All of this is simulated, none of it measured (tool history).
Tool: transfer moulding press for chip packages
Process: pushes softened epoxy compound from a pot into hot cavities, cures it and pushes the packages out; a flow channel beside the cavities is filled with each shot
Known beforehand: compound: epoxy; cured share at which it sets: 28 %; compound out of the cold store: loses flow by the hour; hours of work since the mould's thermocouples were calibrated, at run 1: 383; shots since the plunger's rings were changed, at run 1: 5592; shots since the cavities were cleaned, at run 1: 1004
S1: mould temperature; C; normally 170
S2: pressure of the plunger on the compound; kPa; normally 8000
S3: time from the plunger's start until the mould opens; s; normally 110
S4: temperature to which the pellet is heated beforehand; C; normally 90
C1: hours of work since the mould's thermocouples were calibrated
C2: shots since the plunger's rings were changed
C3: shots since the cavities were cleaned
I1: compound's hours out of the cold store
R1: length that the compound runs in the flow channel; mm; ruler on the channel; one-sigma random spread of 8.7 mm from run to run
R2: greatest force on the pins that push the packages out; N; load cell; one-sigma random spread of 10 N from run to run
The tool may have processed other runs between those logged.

{"run": 1, "hour": 0.0, "S1": 170, "S2": 8000, "S3": 110, "S4": 90, "C1": 383, "C2": 5592, "C3": 1004, "I1": 45.7, "R1": 712, "R2": 746}
{"hour": 5.9, "done": "cavities cleaned with cleaning compound and waxed"}
{"run": 2, "hour": 60.8, "S1": 166, "S2": 8000, "S3": 110, "S4": 90, "C1": 413, "C2": 6094, "C3": 465, "I1": 15.5, "R1": 901, "R2": 826}
{"run": 3, "hour": 98.6, "S1": 166, "S2": 8000, "S3": 110, "S4": 90, "C1": 432, "C2": 6414, "C3": 785, "I1": 35.1, "R1": 757, "R2": 853}
{"hour": 128.3, "done": "cavities cleaned with cleaning compound and waxed"}
{"run": 4, "hour": 128.3, "S1": 170, "S2": 8000, "S3": 110, "S4": 90, "C1": 447, "C2": 6653, "C3": 0, "I1": 21.6, "R1": 832, "R2": 513}
{"run": 5, "hour": 164.6, "S1": 170, "S2": 8000, "S3": 110, "S4": 90, "C1": 465, "C2": 6961, "C3": 308, "I1": 20.1, "R1": 836, "R2": 654}
{"hour": 171.9, "done": "plunger's sealing rings changed"}
{"run": 6, "hour": 214.7, "S1": 170, "S2": 8000, "S3": 110, "S4": 90, "C1": 490, "C2": 362, "C3": 710, "I1": 41.9, "R1": 791, "R2": 715}
{"run": 7, "hour": 243.5, "S1": 170, "S2": 8000, "S3": 110, "S4": 90, "C1": 504, "C2": 606, "C3": 954, "I1": 42.1, "R1": 793, "R2": 766}
{"hour": 253.4, "done": "cavities cleaned with cleaning compound and waxed"}
{"run": 8, "hour": 296.3, "S1": 170, "S2": 8370, "S3": 110, "S4": 90, "C1": 530, "C2": 1041, "C3": 364, "I1": 8.8, "R1": 1043, "R2": 678}
{"run": 9, "hour": 352.8, "S1": 170, "S2": 8370, "S3": 110, "S4": 90, "C1": 559, "C2": 1519, "C3": 842, "I1": 44.5, "R1": 777, "R2": 757}
{"hour": 377.5, "done": "cavities cleaned with cleaning compound and waxed"}
{"run": 10, "hour": 402.2, "S1": 170, "S2": 8000, "S3": 123, "S4": 90, "C1": 584, "C2": 1924, "C3": 209, "I1": 19.7, "R1": 912, "R2": 555}
{"run": 11, "hour": 427.3, "S1": 170, "S2": 8000, "S3": 123, "S4": 90, "C1": 596, "C2": 2137, "C3": 422, "I1": 47.5, "R1": 729, "R2": 630}
{"hour": 461.2, "done": "mould's thermocouples calibrated"}
{"run": 12, "hour": 481.0, "S1": 170, "S2": 8000, "S3": 110, "S4": 86, "C1": 10, "C2": 2575, "C3": 860, "I1": 33.3, "R1": 810, "R2": 755}
{"hour": 504.4, "done": "cavities cleaned with cleaning compound and waxed"}
{"run": 13, "hour": 535.6, "S1": 170, "S2": 8000, "S3": 110, "S4": 90, "C1": 37, "C2": 3024, "C3": 264, "I1": 9.2, "R1": 977, "R2": 648}
{"run": 14, "hour": 565.2, "S1": 167, "S2": 9830, "S3": 110, "S4": 92, "C1": 52, "C2": 3275, "C3": 515, "I1": 29.5, "R1": 930, "R2": 812}
{"hour": 627.5, "done": "cavities cleaned with cleaning compound and waxed"}
{"run": 15, "hour": 627.5, "S1": 167, "S2": 9830, "S3": 110, "S4": 92, "C1": 83, "C2": 3789, "C3": 0, "I1": 35.7, "R1": 878, "R2": 546}
{"run": 16, "hour": 675.0, "S1": 170, "S2": 7920, "S3": 110, "S4": 88, "C1": 107, "C2": 4192, "C3": 403, "I1": 29.6, "R1": 811, "R2": 680}
{"run": 17, "hour": 721.1, "S1": 170, "S2": 7920, "S3": 103, "S4": 80, "C1": 131, "C2": 4582, "C3": 793, "I1": 29.3, "R1": 816, "R2": 797}
{"hour": 749.8, "done": "cavities cleaned with cleaning compound and waxed"}
{"run": 18, "hour": 781.0, "S1": 167, "S2": 6950, "S3": 103, "S4": 80, "C1": 161, "C2": 5076, "C3": 264, "I1": 19.8, "R1": 817, "R2": 814}
{"hour": 789.0, "done": "mould's thermocouples calibrated, once more"}
{"run": 19, "hour": 822.9, "S1": 167, "S2": 6950, "S3": 103, "S4": 80, "C1": 17, "C2": 5414, "C3": 602, "I1": 41.5, "R1": 683, "R2": 800}
{"run": 20, "hour": 856.2, "S1": 170, "S2": 8000, "S3": 110, "S4": 89, "C1": 34, "C2": 5695, "C3": 883, "I1": 44.5, "R1": 706, "R2": 743}
{"hour": 874.1, "done": "cavities cleaned with cleaning compound and waxed"}
{"run": 21, "hour": 918.6, "S1": 173, "S2": 8000, "S3": 121, "S4": 90, "C1": 65, "C2": 6211, "C3": 377, "I1": 31.6, "R1": 761, "R2": 584}
{"run": 22, "hour": 971.1, "S1": 169, "S2": 8070, "S3": 121, "S4": 82, "C1": 92, "C2": 6655, "C3": 821, "I1": 33.1, "R1": 766, "R2": 714}
{"hour": 996.5, "done": "cavities cleaned with cleaning compound and waxed"}
{"run": 23, "hour": 1006.5, "S1": 170, "S2": 8000, "S3": 140, "S4": 90, "C1": 109, "C2": 6943, "C3": 85, "I1": 29.4, "R1": 785, "R2": 507}
{"hour": 1017.0, "done": "plunger's sealing rings changed"}
{"run": 24, "hour": 1053.8, "S1": 171, "S2": 8000, "S3": 140, "S4": 96, "C1": 132, "C2": 312, "C3": 464, "I1": 31.2, "R1": 847, "R2": 599}
{"run": 25, "hour": 1101.5, "S1": 171, "S2": 8000, "S3": 140, "S4": 95, "C1": 157, "C2": 716, "C3": 868, "I1": 16.9, "R1": 935, "R2": 696}
{"hour": 1123.8, "done": "cavities cleaned with cleaning compound and waxed"}
{"run": 26, "hour": 1157.0, "S1": 171, "S2": 8000, "S3": 140, "S4": 95, "C1": 184, "C2": 1173, "C3": 281, "I1": 37.8, "R1": 805, "R2": 551}

Alternative continuations, all from the tool just after run 26; predict every row:
{"run": "A", "hour": 1197.8, "S1": 174, "S2": 7660, "S3": 147, "S4": 90, "C1": 205, "C2": 1518, "C3": 626, "I1": 20.9, "R1": "?", "R2": "?"}
{"run": "B", "hour": 1197.8, "S1": 171, "S2": 8000, "S3": 140, "S4": 93, "C1": 205, "C2": 1518, "C3": 626, "I1": 31.7, "R1": "?", "R2": "?"}
{"run": "C", "hour": 1197.8, "S1": 172, "S2": 8000, "S3": 140, "S4": 95, "C1": 205, "C2": 1518, "C3": 626, "I1": 13.8, "R1": "?", "R2": "?"}
{"run": "D", "hour": 1197.8, "S1": 170, "S2": 8990, "S3": 138, "S4": 84, "C1": 205, "C2": 1518, "C3": 626, "I1": 22.2, "R1": "?", "R2": "?"}
{"run": "E", "hour": 1197.8, "S1": 167, "S2": 8000, "S3": 140, "S4": 95, "C1": 205, "C2": 1518, "C3": 626, "I1": 35.7, "R1": "?", "R2": "?"}

run=A R1=882 R2=611
run=B R1=839 R2=656
run=C R1=953 R2=640
run=D R1=941 R2=660
run=E R1=810 R2=670
Take away the tool's hidden state, keep each run's random variation, and the runs would have read:
run=A R1=900 R2=412
run=B R1=856 R2=445
run=C R1=973 R2=434
run=D R1=960 R2=443
run=E R1=827 R2=451

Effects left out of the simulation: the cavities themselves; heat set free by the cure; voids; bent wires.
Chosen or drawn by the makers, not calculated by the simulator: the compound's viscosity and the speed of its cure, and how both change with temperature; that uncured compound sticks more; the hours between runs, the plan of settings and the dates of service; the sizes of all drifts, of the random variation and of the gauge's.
